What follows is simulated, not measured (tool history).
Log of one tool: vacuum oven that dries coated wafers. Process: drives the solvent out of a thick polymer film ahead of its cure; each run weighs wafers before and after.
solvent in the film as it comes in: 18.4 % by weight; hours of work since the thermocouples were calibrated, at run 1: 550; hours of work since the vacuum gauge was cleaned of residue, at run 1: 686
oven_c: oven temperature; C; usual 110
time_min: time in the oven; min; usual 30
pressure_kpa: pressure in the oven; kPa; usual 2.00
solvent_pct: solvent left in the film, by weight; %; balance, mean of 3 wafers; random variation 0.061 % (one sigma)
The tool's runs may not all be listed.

run	hour	oven_c	time_min	pressure_kpa	hours of work since the thermocouples were calibrated	hours of work since the vacuum gauge was cleaned of residue	solvent_pct
1	0.0	110	30	2.00	550	686	3.16
2	39.5	110	30	2.00	567	703	3.08
3	59.3	110	30	2.00	576	712	3.13
4	84.3	110	30	2.00	587	723	3.10
5	106.2	110	30	2.00	596	732	2.99
6	124.7	110	30	2.00	604	740	3.07
7	148.1	110	30	2.00	615	751	3.09
8	178.7	110	30	2.30	628	764	3.23
9	209.0	110	20	2.30	641	777	5.12
10	232.4	110	30	1.52	651	788	2.90
11	258.0	110	30	1.52	663	799	2.92
12	283.2	113	30	1.86	674	810	2.43
13	301.7	117	25	4.94	682	818	3.06
14	319.9	121	27	4.85	690	826	2.21
15	356.8	115	17	4.85	706	842	5.09
16	398.5	124	17	1.02	724	860	2.24
17	425.7	110	30	1.03	736	872	2.78
18	446.6	110	30	1.03	745	881	2.68
19	476.5	109	35	2.00	758	894	2.68
20	501.8	110	37	2.00	769	905	2.30

3 ways to go on from here, each from the tool as it stands after run 20. What would each give?
A	526.2	108	30	2.00	780	916	?
B	526.2	110	30	3.31	780	916	?
C	526.2	110	17	6.13	780	916	?

run	solvent_pct
A	3.59
B	3.47
C	7.04
Without the tool's hidden state the same runs would have given:
run	solvent_pct
A	4.19
B	4.05
C	7.75
